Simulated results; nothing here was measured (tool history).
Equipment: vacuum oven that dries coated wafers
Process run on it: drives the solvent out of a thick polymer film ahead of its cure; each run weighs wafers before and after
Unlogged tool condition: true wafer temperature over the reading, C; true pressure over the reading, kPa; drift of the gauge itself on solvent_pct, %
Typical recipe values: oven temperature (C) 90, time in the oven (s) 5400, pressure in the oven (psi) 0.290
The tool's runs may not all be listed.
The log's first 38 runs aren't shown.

run	day	oven temperature (C)	time in the oven (s)	pressure in the oven (psi)	hours of work since the thermocouples were calibrated	hours of work since the vacuum gauge was cleaned of residue	solvent left in the film (%)
39	25.029	90	5400	0.970	306	607	2.65
40	25.675	84	3480	0.344	315	616	3.71
41	26.542	100	3480	0.373	327	628	0.88
42	27.304	98	5220	0.495	338	639	0.98
43	27.712	101	5400	0.157	343	644	0.25
44	28.158	101	5400	0.157	350	651	0.31
45	28.571	78	9480	0.238	356	657	2.03
46	29.304	76	9240	0.167	366	667	2.33

Each row is a separate what-if for the run after 46, all from the same tool condition, not one after another. Results?
A	30.025	90	3480	0.290	376	677	?
B	30.025	90	5400	0.290	376	677	?
C	30.025	76	9240	0.541	376	677	?

run	solvent left in the film (%)
A	2.11
B	1.20
C	3.59
Without the tool's hidden state the same runs would have given:
run	solvent left in the film (%)
A	1.85
B	1.03
C	3.24
